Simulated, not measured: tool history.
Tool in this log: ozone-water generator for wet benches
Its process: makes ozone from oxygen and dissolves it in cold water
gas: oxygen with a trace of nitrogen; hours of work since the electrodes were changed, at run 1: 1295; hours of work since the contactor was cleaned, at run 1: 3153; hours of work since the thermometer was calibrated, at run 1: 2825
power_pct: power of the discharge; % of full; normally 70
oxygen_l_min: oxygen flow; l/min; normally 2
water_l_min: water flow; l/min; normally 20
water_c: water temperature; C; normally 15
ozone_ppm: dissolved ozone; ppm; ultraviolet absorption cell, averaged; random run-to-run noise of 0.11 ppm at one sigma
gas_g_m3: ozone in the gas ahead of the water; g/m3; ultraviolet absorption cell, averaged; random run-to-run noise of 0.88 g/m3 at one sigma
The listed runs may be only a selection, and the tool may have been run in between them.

run	hour	power_pct	oxygen_l_min	water_l_min	water_c	hours of work since the electrodes were changed	hours of work since the contactor was cleaned	hours of work since the thermometer was calibrated	ozone_ppm	gas_g_m3
1	0	70	2	20	15	1295	3153	2825	8.1	138.6
2	96.9	70	2	20	15	1363	3221	2893	8.2	139.2
3	192.1	70	2	20	15	1429	3287	2959	8.2	138.8
4	245.6	70	1.19	20	15	1467	3324	2997	7.1	187.1
5	352.1	70	1.32	20	15	1541	3399	3071	7.3	176.5
6	415.7	70	1.32	20	15	1585	3443	3115	7.4	174.7
7	527.7	70	1.32	20	15	1663	3521	3193	7.4	175.7
# hour 542.2: contactor cleaned
8	629.8	70	1.32	20	15	1731	61	3261	7	174
9	730.5	70	1.32	20	15	1802	131	3332	7	174.8
# hour 772.8: contactor cleaned, once more
10	804.9	70	2	20	22	1851	22	3381	8.1	136.3
11	889.8	70	2	20	22	1910	82	3440	8.2	137.7
12	978.6	70	2	31	15	1972	143	3502	5.1	135.3
13	1042.8	70	2	31	21	2016	188	3546	5.1	137.7
14	1147.5	47	2.51	31	18	2089	261	3619	4	91.5
15	1214.2	77	1.44	31	18	2136	308	3666	4.9	176.1
16	1279.8	42	2.43	12	11	2182	353	3712	10.4	86.8
17	1344.7	41	2.43	29	8	2227	399	3757	4.1	84.5
18	1401.4	75	2.35	27	15	2266	438	3796	6.5	129.8
19	1511.1	42	2.12	20	15	2343	515	3873	6	92.9
20	1619	70	3.1	20	18	2418	590	3948	8.6	105.6
21	1732.7	99	1.98	20	9	2497	669	4027	10.8	168.1
22	1793.3	99	1.98	14	9	2539	711	4069	15.6	170.1
23	1840.8	99	1.98	14	9	2573	744	4102	15.5	171.2
24	1956.8	99	2.42	14	9	2653	825	4183	16.1	150.8
25	2020.9	69	3.55	19	9	2698	870	4228	9.9	96

Each row is a separate what-if for the run after 25, all from the same tool condition, not one after another. Results?
A	2131.9	69	3.55	27	9	2775	947	4305	?	?
B	2131.9	69	3.55	17	14	2775	947	4305	?	?
C	2131.9	70	2	20	15	2775	947	4305	?	?

run	ozone_ppm	gas_g_m3
A	6.9	95.7
B	10.4	94.3
C	8	134.9
With the hidden condition removed and each run's random variation left untouched, the same runs would have given:
run	ozone_ppm	gas_g_m3
A	7.7	104.7
B	11.6	103.1
C	9	147.6
